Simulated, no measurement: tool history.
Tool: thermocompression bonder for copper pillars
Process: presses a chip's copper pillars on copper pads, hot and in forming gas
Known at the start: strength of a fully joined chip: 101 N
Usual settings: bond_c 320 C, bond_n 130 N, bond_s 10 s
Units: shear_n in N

{"run": 1, "day": 0.0, "bond_c": 320, "bond_n": 130, "bond_s": 10, "shear_n": 36.3}
{"run": 2, "day": 0.821, "bond_c": 320, "bond_n": 130, "bond_s": 7, "shear_n": 31.6}
{"run": 3, "day": 1.425, "bond_c": 319, "bond_n": 130, "bond_s": 10, "shear_n": 35.9}
{"run": 4, "day": 2.008, "bond_c": 319, "bond_n": 130, "bond_s": 10, "shear_n": 35.4}
{"run": 5, "day": 2.483, "bond_c": 319, "bond_n": 130, "bond_s": 10, "shear_n": 35.5}
{"run": 6, "day": 3.421, "bond_c": 319, "bond_n": 130, "bond_s": 10, "shear_n": 35.4}
{"run": 7, "day": 3.933, "bond_c": 320, "bond_n": 130, "bond_s": 10, "shear_n": 35.7}
{"run": 8, "day": 4.4, "bond_c": 320, "bond_n": 164, "bond_s": 10, "shear_n": 45.5}
{"run": 9, "day": 5.138, "bond_c": 320, "bond_n": 164, "bond_s": 10, "shear_n": 45.4}
{"run": 10, "day": 6.092, "bond_c": 320, "bond_n": 164, "bond_s": 10, "shear_n": 45.1}
{"run": 11, "day": 6.729, "bond_c": 320, "bond_n": 164, "bond_s": 10, "shear_n": 45.4}
{"day": 6.862, "done": "heater calibrated with a thermocouple chip"}
{"run": 12, "day": 7.417, "bond_c": 320, "bond_n": 164, "bond_s": 10, "shear_n": 44.4}
{"run": 13, "day": 8.075, "bond_c": 320, "bond_n": 164, "bond_s": 10, "shear_n": 44.1}
{"run": 14, "day": 8.788, "bond_c": 320, "bond_n": 164, "bond_s": 10, "shear_n": 44.2}
{"run": 15, "day": 9.346, "bond_c": 320, "bond_n": 80, "bond_s": 10, "shear_n": 19.4}
{"day": 9.962, "done": "heater calibrated with a thermocouple chip, once more"}
{"run": 16, "day": 10.188, "bond_c": 341, "bond_n": 130, "bond_s": 7, "shear_n": 39.8}
{"run": 17, "day": 10.679, "bond_c": 320, "bond_n": 130, "bond_s": 7, "shear_n": 31.1}
{"run": 18, "day": 11.196, "bond_c": 337, "bond_n": 84, "bond_s": 10, "shear_n": 26.5}
{"run": 19, "day": 11.725, "bond_c": 337, "bond_n": 89, "bond_s": 10, "shear_n": 28.4}
{"day": 12.1, "done": "forming gas filter changed"}
{"run": 20, "day": 12.167, "bond_c": 322, "bond_n": 163, "bond_s": 10, "shear_n": 50.2}
{"run": 21, "day": 12.833, "bond_c": 329, "bond_n": 115, "bond_s": 10, "shear_n": 38.3}
{"run": 22, "day": 13.721, "bond_c": 327, "bond_n": 164, "bond_s": 15, "shear_n": 60.7}

The next listed run, before its measurement:
{"run": 23, "day": 14.179, "bond_c": 307, "bond_n": 110, "bond_s": 10, "shear_n": "?"}

{"run 23": {"shear_n": 27.8}}
Without the tool's hidden state the same run would have given shear_n 27.4 N.

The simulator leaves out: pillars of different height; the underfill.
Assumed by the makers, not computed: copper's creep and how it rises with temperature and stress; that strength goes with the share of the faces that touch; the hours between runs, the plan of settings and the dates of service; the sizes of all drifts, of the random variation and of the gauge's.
